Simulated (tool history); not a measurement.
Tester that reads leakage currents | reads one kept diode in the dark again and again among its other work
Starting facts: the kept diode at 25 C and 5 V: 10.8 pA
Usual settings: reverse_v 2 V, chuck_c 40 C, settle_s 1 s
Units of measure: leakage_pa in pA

Run 1, hour 0: usual settings. Result: leakage_pa 26.54 pA.
Run 2, hour 41.5: usual settings. Result: leakage_pa 26.55 pA.
Run 3, hour 102.2: usual settings but reverse_v 16.4 V. Result: leakage_pa 89.85 pA.
At hour 138.5: chuck's temperature calibrated.
Run 4, hour 164.3: usual settings but reverse_v 16.4 V. Result: leakage_pa 98.33 pA.
Run 5, hour 248.2: usual settings but chuck_c 39 C. Result: leakage_pa 27.62 pA.
Run 6, hour 329.1: usual settings but chuck_c 23 C. Result: leakage_pa 9.52 pA.
At hour 390.5: probe card cleaned and baked.
Run 7, hour 395.5: usual settings but chuck_c 23 C. Result: leakage_pa 5.96 pA.
Run 8, hour 479.9: usual settings but chuck_c 51 C. Result: leakage_pa 61.92 pA.
Run 9, hour 572.6: usual settings but chuck_c 27 C. Result: leakage_pa 8.45 pA.
Run 10, hour 624.4: usual settings but settle_s 7.72 s. Result: leakage_pa 25.55 pA.
Run 11, hour 718.2: usual settings but settle_s 7.72 s. Result: leakage_pa 25.32 pA.
Run 12, hour 786.3: usual settings but settle_s 7.72 s. Result: leakage_pa 25.33 pA.
Run 13, hour 845.7: usual settings but chuck_c 29 C. Result: leakage_pa 10.14 pA.
Run 14, hour 937.8: usual settings but chuck_c 29 C. Result: leakage_pa 10.24 pA.
Run 15, hour 988.7: usual settings. Result: leakage_pa 25.21 pA.
Run 16, hour 1048.1: usual settings. Result: leakage_pa 25.05 pA.
Run 17, hour 1140.8: usual settings. Result: leakage_pa 24.99 pA.
Run 18, hour 1208.8: usual settings but reverse_v 13.28 V. Result: leakage_pa 65.24 pA.
Run 19, hour 1291.2: usual settings but reverse_v 13.28 V. Result: leakage_pa 65.02 pA.
Run 20, hour 1389.2: usual settings but reverse_v 13.28 V. Result: leakage_pa 65.66 pA.
Run 21, hour 1484.1: usual settings but reverse_v 13.28 V. Result: leakage_pa 65.94 pA.
Run 22, hour 1527.4: usual settings but reverse_v 13.28 V. Result: leakage_pa 65.93 pA.
Run 23, hour 1625.7: usual settings but reverse_v 13.28 V. Result: leakage_pa 66.09 pA.
Run 24, hour 1724.3: usual settings but reverse_v 13.28 V. Result: leakage_pa 66.69 pA.
At hour 1764.8: chuck's temperature calibrated.
Run 25, hour 1781.2: usual settings but reverse_v 7.68 V, chuck_c 27 C, settle_s 3.05 s. Result: leakage_pa 22.42 pA.
Run 26, hour 1865.1: usual settings but chuck_c 30 C, settle_s 0.54 s. Result: leakage_pa 12.89 pA.
Run 27, hour 1921.8: usual settings but chuck_c 30 C, settle_s 0.54 s. Result: leakage_pa 12.94 pA.
Run 28, hour 2012.3: usual settings but chuck_c 30 C, settle_s 0.54 s. Result: leakage_pa 13.06 pA.
Run 29, hour 2110.4: usual settings but chuck_c 30 C, settle_s 0.54 s. Result: leakage_pa 13.03 pA.
Run 30, hour 2188.5: usual settings but reverse_v 15.14 V, chuck_c 30 C, settle_s 9.76 s. Result: leakage_pa 43.38 pA.
Run 31, hour 2286.5: usual settings but reverse_v 15.14 V, chuck_c 30 C, settle_s 9.76 s. Result: leakage_pa 44.06 pA.
Run 32, hour 2360.3: usual settings but chuck_c 52 C, settle_s 2.84 s. Result: leakage_pa 67.7 pA.
Run 33, hour 2407.2: usual settings but reverse_v 1.1 V, chuck_c 57 C, settle_s 5.77 s. Result: leakage_pa 73.67 pA.
Run 34, hour 2493.6: usual settings but reverse_v 6.98 V, chuck_c 48 C, settle_s 1.72 s. Result: leakage_pa 93.4 pA.
Run 35, hour 2534.5: usual settings but reverse_v 1.29 V, chuck_c 29 C, settle_s 1.72 s. Result: leakage_pa 9.33 pA.
Run 36, hour 2603.5: usual settings but reverse_v 1.29 V, chuck_c 29 C, settle_s 1.72 s. Result: leakage_pa 9.34 pA.
Run 37, hour 2680.6: usual settings but reverse_v 1.29 V, chuck_c 29 C, settle_s 1.72 s. Result: leakage_pa 9.45 pA.
Run 38, hour 2779.8: usual settings but reverse_v 4.56 V, chuck_c 29 C, settle_s 1.24 s. Result: leakage_pa 20.07 pA.
Run 39, hour 2821.5: usual settings but reverse_v 4.56 V, chuck_c 29 C, settle_s 1.24 s. Result: leakage_pa 20.31 pA.
Run 40, hour 2898.8: usual settings but reverse_v 10.73 V, chuck_c 29 C, settle_s 1.24 s. Result: leakage_pa 36.51 pA.

Here are 3 independent what-if runs from the current tool condition. What would each one return?
Run A, hour 2988.8: usual settings but reverse_v 5.24 V, chuck_c 55 C, settle_s 1.53 s. Result: leakage_pa ?.
Run B, hour 2988.8: usual settings but reverse_v 18.01 V, chuck_c 49 C, settle_s 9.41 s. Result: leakage_pa ?.
Run C, hour 2988.8: usual settings but reverse_v 2.52 V, settle_s 0.78 s. Result: leakage_pa ?.

run  leakage_pa
  A      131.59
  B      164.59
  C       30.35
Without the tool's hidden state the same runs would have given:
run  leakage_pa
  A       135.8
  B      151.63
  C       29.46

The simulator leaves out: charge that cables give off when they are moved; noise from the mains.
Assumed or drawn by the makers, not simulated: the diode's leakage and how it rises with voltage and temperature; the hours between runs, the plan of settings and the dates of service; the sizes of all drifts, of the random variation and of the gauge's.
